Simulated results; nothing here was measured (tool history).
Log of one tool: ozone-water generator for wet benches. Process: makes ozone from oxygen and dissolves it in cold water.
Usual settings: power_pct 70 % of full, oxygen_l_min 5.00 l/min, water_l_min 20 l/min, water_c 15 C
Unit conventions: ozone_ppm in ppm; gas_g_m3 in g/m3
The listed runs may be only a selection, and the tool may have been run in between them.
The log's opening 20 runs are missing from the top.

run     day  power_pct  oxygen_l_min  water_l_min  water_c  ozone_ppm  gas_g_m3
 21  52.683         70          5.00           18       14       21.4     188.7
 22  56.467         70          5.60           20        9       20.8     179.9
 23  60.167         48          5.00           12        7       26.4     147.3
 24  62.600         73          8.83           26       12       16.8     148.6
 25  65.238         70          2.93           20       20       16.5     243.1
 26  67.071         70          2.93           20       20       16.4     241.9
 27  70.721         70          2.93           20       20       16.4     243.3
     73.833  -- water thermometer calibrated
 28  74.442         70          2.93           20       20       16.3     242.9
 29  77.988         42          6.91           18       19       14.2     116.0
 30  81.796         42          6.91           18       19       14.3     116.3
 31  83.729         42          6.91           16       19       15.6     114.9
 32  85.950         72          4.43           20       15       19.3     204.3

Forecast each of these 4 alternatives for the next run:
  A  87.992         50          5.00           20       15          ?         ?
  B  87.992         72          4.43           23       15          ?         ?
  C  87.992         70          2.99           20       15          ?         ?
  D  87.992         72          4.43           20        9          ?         ?

run  ozone_ppm  gas_g_m3
  A       15.1     150.0
  B       16.6     206.1
  C       17.4     240.9
  D       20.3     204.5
Take away the tool's hidden state, keep each run's random variation, and the runs would have read:
run  ozone_ppm  gas_g_m3
  A       15.1     150.1
  B       16.6     206.3
  C       17.5     241.1
  D       20.3     204.6
